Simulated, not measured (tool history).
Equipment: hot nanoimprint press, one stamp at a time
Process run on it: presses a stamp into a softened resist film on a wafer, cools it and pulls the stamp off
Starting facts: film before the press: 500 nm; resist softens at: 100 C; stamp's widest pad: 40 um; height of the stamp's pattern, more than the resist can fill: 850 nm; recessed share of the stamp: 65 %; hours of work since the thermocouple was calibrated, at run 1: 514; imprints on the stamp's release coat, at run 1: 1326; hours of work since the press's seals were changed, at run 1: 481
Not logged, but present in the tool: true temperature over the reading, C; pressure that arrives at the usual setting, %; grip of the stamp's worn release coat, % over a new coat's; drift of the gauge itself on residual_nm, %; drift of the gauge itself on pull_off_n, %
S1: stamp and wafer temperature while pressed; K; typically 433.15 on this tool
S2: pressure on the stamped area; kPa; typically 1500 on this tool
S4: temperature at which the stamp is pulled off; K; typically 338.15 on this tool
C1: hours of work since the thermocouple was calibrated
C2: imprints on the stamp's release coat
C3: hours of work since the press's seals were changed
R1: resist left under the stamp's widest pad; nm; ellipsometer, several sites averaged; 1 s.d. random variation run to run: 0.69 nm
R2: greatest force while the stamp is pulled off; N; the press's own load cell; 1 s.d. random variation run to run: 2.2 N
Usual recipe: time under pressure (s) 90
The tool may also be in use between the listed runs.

{"run": 1, "hour": 0.0, "S1": 433.15, "S2": 1500, "time under pressure (s)": 90, "S4": 338.15, "C1": 514, "C2": 1326, "C3": 481, "R1": 210.9, "R2": 229}
{"run": 2, "hour": 17.6, "S1": 433.15, "S2": 1500, "time under pressure (s)": 90, "S4": 338.15, "C1": 527, "C2": 1378, "C3": 494, "R1": 210.1, "R2": 232}
{"run": 3, "hour": 29.4, "S1": 433.15, "S2": 1500, "time under pressure (s)": 90, "S4": 338.15, "C1": 536, "C2": 1412, "C3": 503, "R1": 209.7, "R2": 233}
{"hour": 49.8, "done": "stamp cleaned and given a new release coat"}
{"run": 4, "hour": 50.8, "S1": 433.15, "S2": 1500, "time under pressure (s)": 90, "S4": 338.15, "C1": 548, "C2": 3, "C3": 515, "R1": 210.2, "R2": 187}
{"run": 5, "hour": 59.2, "S1": 433.15, "S2": 1500, "time under pressure (s)": 90, "S4": 338.15, "C1": 554, "C2": 28, "C3": 521, "R1": 210.6, "R2": 189}
{"hour": 72.8, "done": "plate thermocouple calibrated"}
{"run": 6, "hour": 78.0, "S1": 433.15, "S2": 1500, "time under pressure (s)": 90, "S4": 338.15, "C1": 4, "C2": 74, "C3": 533, "R1": 199.1, "R2": 184}
{"run": 7, "hour": 95.3, "S1": 433.15, "S2": 1500, "time under pressure (s)": 90, "S4": 338.15, "C1": 17, "C2": 125, "C3": 546, "R1": 200.1, "R2": 186}
{"run": 8, "hour": 110.7, "S1": 433.15, "S2": 1710, "time under pressure (s)": 90, "S4": 338.15, "C1": 28, "C2": 170, "C3": 558, "R1": 188.2, "R2": 186}
{"hour": 122.0, "done": "plate thermocouple calibrated, once more"}
{"run": 9, "hour": 131.4, "S1": 433.15, "S2": 1500, "time under pressure (s)": 90, "S4": 343.15, "C1": 7, "C2": 221, "C3": 571, "R1": 229.5, "R2": 184}
{"run": 10, "hour": 148.8, "S1": 433.15, "S2": 1500, "time under pressure (s)": 90, "S4": 343.15, "C1": 20, "C2": 272, "C3": 584, "R1": 228.0, "R2": 184}
{"run": 11, "hour": 160.1, "S1": 433.15, "S2": 1500, "time under pressure (s)": 90, "S4": 343.15, "C1": 29, "C2": 305, "C3": 592, "R1": 228.7, "R2": 188}
{"hour": 176.7, "done": "press's hydraulic seals changed and the load cell set to zero"}
{"run": 12, "hour": 176.9, "S1": 433.15, "S2": 1500, "time under pressure (s)": 90, "S4": 343.15, "C1": 35, "C2": 331, "C3": 0, "R1": 224.5, "R2": 190}
{"run": 13, "hour": 193.3, "S1": 444.15, "S2": 1690, "time under pressure (s)": 108, "S4": 338.15, "C1": 48, "C2": 379, "C3": 12, "R1": 115.4, "R2": 199}
{"run": 14, "hour": 211.1, "S1": 433.15, "S2": 1500, "time under pressure (s)": 79, "S4": 344.15, "C1": 61, "C2": 431, "C3": 26, "R1": 236.5, "R2": 186}
{"run": 15, "hour": 223.1, "S1": 433.15, "S2": 1500, "time under pressure (s)": 79, "S4": 344.15, "C1": 70, "C2": 466, "C3": 35, "R1": 236.3, "R2": 190}
{"run": 16, "hour": 238.9, "S1": 433.15, "S2": 1500, "time under pressure (s)": 123, "S4": 338.15, "C1": 82, "C2": 512, "C3": 47, "R1": 196.7, "R2": 207}
{"run": 17, "hour": 254.6, "S1": 433.15, "S2": 1500, "time under pressure (s)": 123, "S4": 338.15, "C1": 94, "C2": 558, "C3": 58, "R1": 196.2, "R2": 205}
{"run": 18, "hour": 270.2, "S1": 433.15, "S2": 1650, "time under pressure (s)": 178, "S4": 338.15, "C1": 105, "C2": 604, "C3": 70, "R1": 160.4, "R2": 209}
{"run": 19, "hour": 282.8, "S1": 429.15, "S2": 1630, "time under pressure (s)": 52, "S4": 325.15, "C1": 115, "C2": 641, "C3": 80, "R1": 312.5, "R2": 239}
{"run": 20, "hour": 297.6, "S1": 429.15, "S2": 1630, "time under pressure (s)": 52, "S4": 325.15, "C1": 126, "C2": 684, "C3": 91, "R1": 309.9, "R2": 240}
{"run": 21, "hour": 307.9, "S1": 432.15, "S2": 1500, "time under pressure (s)": 90, "S4": 338.15, "C1": 134, "C2": 714, "C3": 98, "R1": 232.0, "R2": 210}
{"run": 22, "hour": 317.4, "S1": 432.15, "S2": 1500, "time under pressure (s)": 90, "S4": 338.15, "C1": 141, "C2": 742, "C3": 106, "R1": 231.7, "R2": 211}
{"run": 23, "hour": 326.7, "S1": 433.15, "S2": 1880, "time under pressure (s)": 158, "S4": 338.15, "C1": 148, "C2": 769, "C3": 113, "R1": 158.1, "R2": 212}
{"run": 24, "hour": 341.9, "S1": 433.15, "S2": 1880, "time under pressure (s)": 78, "S4": 323.15, "C1": 159, "C2": 814, "C3": 124, "R1": 213.3, "R2": 248}

Forecast each of these 5 alternatives for the next run:
{"run": "A", "hour": 355.8, "S1": 441.15, "S2": 1500, "time under pressure (s)": 57, "S4": 338.15, "C1": 170, "C2": 854, "C3": 134, "R1": "?", "R2": "?"}
{"run": "B", "hour": 355.8, "S1": 429.15, "S2": 1020, "time under pressure (s)": 90, "S4": 327.15, "C1": 170, "C2": 854, "C3": 134, "R1": "?", "R2": "?"}
{"run": "C", "hour": 355.8, "S1": 436.15, "S2": 1500, "time under pressure (s)": 90, "S4": 338.15, "C1": 170, "C2": 854, "C3": 134, "R1": "?", "R2": "?"}
{"run": "D", "hour": 355.8, "S1": 437.15, "S2": 1500, "time under pressure (s)": 106, "S4": 346.15, "C1": 170, "C2": 854, "C3": 134, "R1": "?", "R2": "?"}
{"run": "E", "hour": 355.8, "S1": 444.15, "S2": 1360, "time under pressure (s)": 90, "S4": 338.15, "C1": 170, "C2": 854, "C3": 134, "R1": "?", "R2": "?"}

run=A R1=182.9 R2=220
run=B R1=302.1 R2=241
run=C R1=191.6 R2=218
run=D R1=169.7 R2=200
run=E R1=135.9 R2=218
Had the tool no hidden state, the same runs would have come out as:
run=A R1=186.9 R2=190
run=B R1=308.5 R2=208
run=C R1=196.2 R2=188
run=D R1=173.8 R2=173
run=E R1=139.1 R2=189

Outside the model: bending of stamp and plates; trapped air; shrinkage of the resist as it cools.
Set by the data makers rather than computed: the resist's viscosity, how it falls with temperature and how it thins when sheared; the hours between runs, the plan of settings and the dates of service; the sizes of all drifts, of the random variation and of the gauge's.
